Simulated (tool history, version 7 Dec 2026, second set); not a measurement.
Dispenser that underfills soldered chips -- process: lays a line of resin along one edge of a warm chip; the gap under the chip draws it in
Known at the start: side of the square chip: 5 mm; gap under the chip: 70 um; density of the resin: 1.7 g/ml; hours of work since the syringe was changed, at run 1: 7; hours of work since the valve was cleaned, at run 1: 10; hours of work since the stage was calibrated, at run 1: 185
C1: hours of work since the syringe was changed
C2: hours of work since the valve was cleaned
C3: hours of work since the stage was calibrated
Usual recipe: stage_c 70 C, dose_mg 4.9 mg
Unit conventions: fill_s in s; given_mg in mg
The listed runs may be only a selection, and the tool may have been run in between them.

run 1 day=0 | stage_c=70 dose_mg=4.9 | C1=7 C2=10 C3=185 | fill_s=28.3 given_mg=4.89
run 2 day=0.212 | stage_c=70 dose_mg=4.9 | C1=10 C2=13 C3=189 | fill_s=33.6 given_mg=4.85
-- day=0.267 new syringe of resin
run 3 day=0.417 | stage_c=70 dose_mg=4.9 | C1=2 C2=16 C3=191 | fill_s=21.8 given_mg=4.87
run 4 day=0.65 | stage_c=70 dose_mg=4.9 | C1=6 C2=19 C3=195 | fill_s=26.6 given_mg=4.83
run 5 day=0.879 | stage_c=70 dose_mg=4.9 | C1=9 C2=23 C3=198 | fill_s=31.2 given_mg=4.89
-- day=0.996 new syringe of resin
run 6 day=1.058 | stage_c=70 dose_mg=4.55 | C1=1 C2=25 C3=201 | fill_s=21.3 given_mg=4.57
run 7 day=1.35 | stage_c=70 dose_mg=5.73 | C1=5 C2=30 C3=206 | fill_s=25.7 given_mg=5.68
run 8 day=1.596 | stage_c=78 dose_mg=5.73 | C1=9 C2=34 C3=209 | fill_s=24.5 given_mg=5.66
-- day=1.721 new syringe of resin
run 9 day=1.938 | stage_c=78 dose_mg=5.73 | C1=3 C2=39 C3=214 | fill_s=17.9 given_mg=5.65
run 10 day=2.158 | stage_c=70 dose_mg=5.69 | C1=7 C2=42 C3=218 | fill_s=26.5 given_mg=5.58
-- day=2.429 new syringe of resin
run 11 day=2.512 | stage_c=70 dose_mg=4.54 | C1=1 C2=47 C3=223 | fill_s=21.4 given_mg=4.43
run 12 day=2.883 | stage_c=70 dose_mg=4.9 | C1=7 C2=53 C3=229 | fill_s=28.2 given_mg=4.78
-- day=3.146 new syringe of resin
run 13 day=3.233 | stage_c=70 dose_mg=4.9 | C1=1 C2=58 C3=234 | fill_s=21 given_mg=4.82
run 14 day=3.517 | stage_c=70 dose_mg=5.68 | C1=6 C2=62 C3=238 | fill_s=25.4 given_mg=5.52
run 15 day=3.783 | stage_c=70 dose_mg=5.68 | C1=10 C2=66 C3=242 | fill_s=31.6 given_mg=5.57
-- day=3.871 new syringe of resin
run 16 day=3.979 | stage_c=70 dose_mg=5.68 | C1=2 C2=69 C3=245 | fill_s=21.4 given_mg=5.53
run 17 day=4.3 | stage_c=70 dose_mg=4.9 | C1=7 C2=74 C3=250 | fill_s=26.9 given_mg=4.75
run 18 day=4.508 | stage_c=70 dose_mg=5.25 | C1=10 C2=77 C3=253 | fill_s=32.3 given_mg=5.08
-- day=4.6 new syringe of resin
run 19 day=4.771 | stage_c=66 dose_mg=6.25 | C1=3 C2=81 C3=257 | fill_s=24.4 given_mg=5.97
run 20 day=5.067 | stage_c=66 dose_mg=6.25 | C1=7 C2=86 C3=261 | fill_s=31.7 given_mg=6.04
-- day=5.312 new syringe of resin
run 21 day=5.35 | stage_c=65 dose_mg=4.77 | C1=1 C2=90 C3=265 | fill_s=24.2 given_mg=4.63
run 22 day=5.583 | stage_c=77 dose_mg=4.87 | C1=4 C2=93 C3=269 | fill_s=19.8 given_mg=4.66
run 23 day=5.892 | stage_c=77 dose_mg=4.87 | C1=9 C2=98 C3=274 | fill_s=25 given_mg=4.64
-- day=6.046 new syringe of resin
-- day=6.242 dispensing valve cleaned and set on the balance
run 24 day=6.3 | stage_c=77 dose_mg=4.87 | C1=3 C2=1 C3=279 | fill_s=18.5 given_mg=4.88
run 25 day=6.6 | stage_c=72 dose_mg=6.06 | C1=8 C2=6 C3=284 | fill_s=26.5 given_mg=6.05
run 26 day=6.767 | stage_c=70 dose_mg=4.95 | C1=10 C2=8 C3=286 | fill_s=32.6 given_mg=4.96
-- day=6.829 new syringe of resin
run 27 day=7.092 | stage_c=79 dose_mg=5.16 | C1=4 C2=13 C3=291 | fill_s=18.1 given_mg=5.16
run 28 day=7.471 | stage_c=59 dose_mg=4.9 | C1=10 C2=19 C3=297 | fill_s=43.4 given_mg=4.91
-- day=7.55 new syringe of resin
run 29 day=7.7 | stage_c=81 dose_mg=4.23 | C1=2 C2=22 C3=300 | fill_s=17 given_mg=4.23
run 30 day=7.917 | stage_c=81 dose_mg=4.23 | C1=6 C2=25 C3=303 | fill_s=19.5 given_mg=4.19
run 31 day=8.171 | stage_c=58 dose_mg=5.58 | C1=10 C2=29 C3=307 | fill_s=46.5 given_mg=5.51
-- day=8.271 new syringe of resin
run 32 day=8.404 | stage_c=65 dose_mg=5.28 | C1=2 C2=32 C3=311 | fill_s=25.1 given_mg=5.19
run 33 day=8.596 | stage_c=65 dose_mg=5.28 | C1=5 C2=35 C3=314 | fill_s=29 given_mg=5.23
run 34 day=8.817 | stage_c=65 dose_mg=5.28 | C1=8 C2=39 C3=317 | fill_s=34.8 given_mg=5.26
-- day=9.004 new syringe of resin
run 35 day=9.008 | stage_c=56 dose_mg=5.43 | C1=0 C2=42 C3=320 | fill_s=30.4 given_mg=5.37
run 36 day=9.162 | stage_c=70 dose_mg=5.17 | C1=2 C2=44 C3=322 | fill_s=21.3 given_mg=5.07

How would selected steps in fill_s from run to run divide? Give the signed amount a tool lacking its hidden state would still show from settings, what came in and random variation, and the signed amount left for the hidden state, including any gauge scatter that is not in both of the compared results.
The tool's hidden condition here consists of: resin's viscosity, % of fresh resin's; dose that the valve gives, % of what is set; true chip temperature over the reading, C; drift of the gauge itself on fill_s, %; drift of the gauge itself on given_mg, %.
Run 27 -> 28: stage_c 79 -> 59, dose_mg 5.16 -> 4.9. fill_s +25.3 s: hidden state +13, all else +12.3.
Run 28 -> 29: stage_c 59 -> 81, dose_mg 4.9 -> 4.23, new syringe of resin. fill_s -26.4 s: hidden state -13.9, all else -12.5.
Run 30 -> 31: stage_c 81 -> 58, dose_mg 4.23 -> 5.58. fill_s +27 s: hidden state +12.4, all else +14.6.
Run 31 -> 32: stage_c 58 -> 65, dose_mg 5.58 -> 5.28, new syringe of resin. fill_s -21.4 s: hidden state -15.3, all else -6.1.
